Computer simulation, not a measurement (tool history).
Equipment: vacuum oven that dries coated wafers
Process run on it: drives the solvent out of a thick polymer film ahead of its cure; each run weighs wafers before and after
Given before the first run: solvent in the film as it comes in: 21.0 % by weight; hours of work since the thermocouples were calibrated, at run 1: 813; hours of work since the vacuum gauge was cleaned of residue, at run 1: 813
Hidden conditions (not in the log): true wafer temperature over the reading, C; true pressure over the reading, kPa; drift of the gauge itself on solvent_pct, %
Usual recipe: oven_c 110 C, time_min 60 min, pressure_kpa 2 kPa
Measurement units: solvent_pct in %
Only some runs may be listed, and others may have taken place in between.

run   hour  oven_c  time_min  pressure_kpa  hours of work since the thermocouples were calibrated  hours of work since the vacuum gauge was cleaned of residue  solvent_pct
  1      0     110        60             2                                                    813                                                          813         3.56
  2   21.1     110        60             2                                                    825                                                          825         3.48
  3   55.8     110        60          1.17                                                    844                                                          844         2.84
  4   79.9     110        60          1.17                                                    857                                                          857         2.74
  5  121.5     110        60          1.17                                                    879                                                          879         2.85
  6  152.7     110        60          1.17                                                    896                                                          896         2.87
  7  184.9     110        60          1.17                                                    914                                                          914         2.94
  8  219.6     110        60          1.17                                                    932                                                          932         2.96
  9  261.3     110        60          1.17                                                    955                                                          955            3
 10  284.6     110        60          1.17                                                    968                                                          968         2.96
 11  317.9     110        60          6.36                                                    986                                                          986         7.24
 12  349.4     110        60          6.36                                                   1003                                                         1003         7.12
 13  379.5     110        60          7.05                                                   1019                                                         1019         7.66
     391.6  -- oven's thermocouples calibrated
     417.5  -- vacuum gauge cleaned of residue and calibrated
 14    428     121        60             2                                                     19                                                            6         1.58
 15  472.6     121        60             2                                                     43                                                           30         1.52
 16  506.7     121        60             2                                                     62                                                           48         1.56
 17    531     114        31             2                                                     75                                                           62         4.91
 18  558.4     110        80             2                                                     90                                                           76          2.3
 19  590.3      96        51          2.03                                                    107                                                           94         7.37
 20  627.5     110        60             4                                                    127                                                          114          4.6
 21  663.4     104        60             2                                                    147                                                          133         4.27
 22    694     104        60             2                                                    163                                                          150         4.36
 23    717     104        60             2                                                    176                                                          162         4.23
 24  741.1     119        58           1.2                                                    189                                                          175         1.27
 25    782     119        58           1.2                                                    211                                                          198         1.26
 26  821.5     104        60             2                                                    232                                                          219         4.34
 27  859.2     114        33             2                                                    253                                                          239         4.85
 28  897.6     114        33             2                                                    273                                                          260         4.93
 29  923.3     110        71             2                                                    287                                                          274         2.59
 30  965.8     110        71          7.53                                                    310                                                          297         6.91
 31   1005     110        71          7.53                                                    332                                                          318         7.07

Predict each of these 4 candidate next runs independently; none follows another, all start after run 31:
  A  1032.7     111        69          4.19                                                    347                                                          333            ?
  B  1032.7     110        46          1.71                                                    347                                                          333            ?
  C  1032.7     110        34          5.54                                                    347                                                          333            ?
  D  1032.7     111        49           1.7                                                    347                                                          333            ?

run  solvent_pct
  A         4.33
  B         3.98
  C         7.96
  D         3.54
With no hidden state in the tool, these same runs would have given:
run  solvent_pct
  A         4.24
  B         3.89
  C         7.86
  D         3.45
